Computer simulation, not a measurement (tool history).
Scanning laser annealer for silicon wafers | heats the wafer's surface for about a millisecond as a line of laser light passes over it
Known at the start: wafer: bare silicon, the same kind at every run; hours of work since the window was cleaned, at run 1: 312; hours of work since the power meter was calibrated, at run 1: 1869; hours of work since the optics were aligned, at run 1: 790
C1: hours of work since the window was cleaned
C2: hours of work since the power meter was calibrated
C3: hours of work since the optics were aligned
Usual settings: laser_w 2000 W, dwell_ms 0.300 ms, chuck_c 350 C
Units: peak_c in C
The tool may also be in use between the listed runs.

Run 1, day 0.000: usual settings; C1 312; C2 1869; C3 790. Result: peak_c 1101 C.
At day 0.975: window over the wafer cleaned.
Run 2, day 2.712: usual settings but laser_w 1837 W; C1 32; C2 1917; C3 838. Result: peak_c 1070 C.
Run 3, day 5.433: usual settings but laser_w 1955 W; C1 81; C2 1967; C3 888. Result: peak_c 1106 C.
Run 4, day 7.429: usual settings but laser_w 1955 W; C1 118; C2 2004; C3 924. Result: peak_c 1103 C.
Run 5, day 10.175: usual settings but laser_w 1955 W; C1 168; C2 2054; C3 974. Result: peak_c 1095 C.
Run 6, day 12.029: usual settings but laser_w 1955 W, dwell_ms 0.219 ms; C1 202; C2 2088; C3 1008. Result: peak_c 973 C.
Run 7, day 14.271: usual settings but chuck_c 338 C; C1 243; C2 2129; C3 1049. Result: peak_c 1092 C.
Run 8, day 16.567: usual settings but chuck_c 338 C; C1 285; C2 2171; C3 1091. Result: peak_c 1082 C.
At day 18.888: window over the wafer cleaned.
Run 9, day 19.071: usual settings but dwell_ms 0.348 ms, chuck_c 338 C; C1 3; C2 2215; C3 1135. Result: peak_c 1183 C.
Run 10, day 20.492: usual settings but dwell_ms 0.348 ms, chuck_c 338 C; C1 29; C2 2241; C3 1161. Result: peak_c 1177 C.
Run 11, day 23.033: usual settings but dwell_ms 0.348 ms, chuck_c 338 C; C1 76; C2 2287; C3 1208. Result: peak_c 1172 C.
Run 12, day 24.996: usual settings but laser_w 2136 W; C1 112; C2 2323; C3 1244. Result: peak_c 1166 C.
Run 13, day 26.467: usual settings but laser_w 2068 W; C1 139; C2 2350; C3 1271. Result: peak_c 1129 C.
Run 14, day 28.300: usual settings but laser_w 2068 W; C1 172; C2 2383; C3 1304. Result: peak_c 1128 C.
Run 15, day 30.938: usual settings but laser_w 2068 W; C1 220; C2 2432; C3 1352. Result: peak_c 1124 C.
Run 16, day 32.412: usual settings but chuck_c 319 C; C1 247; C2 2459; C3 1379. Result: peak_c 1065 C.
Run 17, day 35.021: usual settings but laser_w 1798 W; C1 295; C2 2506; C3 1427. Result: peak_c 1021 C.
At day 36.804: window over the wafer cleaned.
Run 18, day 37.712: usual settings; C1 17; C2 2554; C3 1475. Result: peak_c 1118 C.
At day 38.517: optics aligned, line set to its width.
Run 19, day 40.258: usual settings but dwell_ms 0.245 ms; C1 59; C2 2597; C3 32. Result: peak_c 1045 C.
Run 20, day 41.888: usual settings but dwell_ms 0.245 ms; C1 89; C2 2626; C3 62. Result: peak_c 1036 C.
Run 21, day 43.750: usual settings but laser_w 1850 W, dwell_ms 0.293 ms, chuck_c 327 C; C1 123; C2 2660; C3 96. Result: peak_c 1032 C.
Run 22, day 45.758: usual settings but laser_w 1705 W, dwell_ms 0.272 ms, chuck_c 318 C; C1 160; C2 2697; C3 132. Result: peak_c 940 C.
Run 23, day 48.192: usual settings but laser_w 1705 W, dwell_ms 0.341 ms, chuck_c 318 C; C1 204; C2 2742; C3 177. Result: peak_c 1019 C.
Run 24, day 51.108: usual settings but dwell_ms 0.374 ms, chuck_c 348 C; C1 258; C2 2795; C3 230. Result: peak_c 1194 C.
Run 25, day 53.358: usual settings but dwell_ms 0.374 ms, chuck_c 348 C; C1 299; C2 2836; C3 271. Result: peak_c 1193 C.
At day 55.046: window over the wafer cleaned.
Run 26, day 55.929: usual settings but dwell_ms 0.374 ms, chuck_c 348 C; C1 16; C2 2882; C3 317. Result: peak_c 1223 C.
Run 27, day 58.046: usual settings but laser_w 2191 W, dwell_ms 0.345 ms; C1 55; C2 2920; C3 355. Result: peak_c 1255 C.
Run 28, day 60.129: usual settings but laser_w 2191 W, dwell_ms 0.345 ms; C1 93; C2 2958; C3 393. Result: peak_c 1250 C.
Run 29, day 61.579: usual settings but laser_w 2097 W, dwell_ms 0.240 ms, chuck_c 379 C; C1 119; C2 2985; C3 420. Result: peak_c 1081 C.
Run 30, day 63.708: usual settings but laser_w 2097 W, dwell_ms 0.264 ms, chuck_c 362 C; C1 158; C2 3024; C3 459. Result: peak_c 1099 C.
Run 31, day 64.912: usual settings but laser_w 2097 W, dwell_ms 0.235 ms, chuck_c 362 C; C1 180; C2 3046; C3 481. Result: peak_c 1050 C.
Run 32, day 67.850: usual settings but dwell_ms 0.270 ms; C1 234; C2 3099; C3 535. Result: peak_c 1053 C.
Run 33, day 69.604: usual settings but laser_w 2187 W, chuck_c 358 C; C1 266; C2 3131; C3 567. Result: peak_c 1167 C.
Run 34, day 71.729: usual settings but laser_w 1835 W, dwell_ms 0.248 ms, chuck_c 379 C; C1 305; C2 3170; C3 605. Result: peak_c 991 C.
At day 73.079: window over the wafer cleaned.
Run 35, day 73.762: usual settings but dwell_ms 0.271 ms; C1 13; C2 3206; C3 641. Result: peak_c 1080 C.
Run 36, day 75.346: usual settings but laser_w 2026 W, dwell_ms 0.284 ms, chuck_c 372 C; C1 41; C2 3235; C3 670. Result: peak_c 1125 C.
Run 37, day 76.846: usual settings but laser_w 2138 W, dwell_ms 0.301 ms, chuck_c 372 C; C1 69; C2 3262; C3 697. Result: peak_c 1185 C.
Run 38, day 78.321: usual settings but dwell_ms 0.293 ms; C1 96; C2 3289; C3 724. Result: peak_c 1101 C.
Run 39, day 79.904: usual settings but laser_w 2012 W, dwell_ms 0.319 ms; C1 125; C2 3318; C3 753. Result: peak_c 1134 C.
Run 40, day 81.788: usual settings but laser_w 2142 W, chuck_c 362 C; C1 159; C2 3353; C3 788. Result: peak_c 1166 C.

Hidden state or all else? Some run-to-run changes of peak_c, split into what the settings, what came in and random variation would give without the hidden state, and what is left for the hidden state (with any gauge scatter that isn't in both results):
The hidden state here: light that passes the window, % of a clean one's; laser's true power over the reading, %; width of the line over the set one, %; drift of the gauge itself on peak_c, C.
Run 1 -> 2: laser_w 2000 -> 1837, window over the wafer cleaned. peak_c -31 C: hidden state +31, all else -62.
Run 8 -> 9: dwell_ms 0.300 -> 0.348, window over the wafer cleaned. peak_c +101 C: hidden state +28, all else +73.
Run 23 -> 24: laser_w 1705 -> 2000, dwell_ms 0.341 -> 0.374, chuck_c 318 -> 348. peak_c +175 C: hidden state -17, all else +192.
Run 25 -> 26: window over the wafer cleaned. peak_c +30 C: hidden state +33, all else -3.
Run 28 -> 29: laser_w 2191 -> 2097, dwell_ms 0.345 -> 0.240, chuck_c 350 -> 379. peak_c -169 C: hidden state +5, all else -174.
Run 33 -> 34: laser_w 2187 -> 1835, dwell_ms 0.300 -> 0.248, chuck_c 358 -> 379. peak_c -176 C: hidden state +11, all else -187.
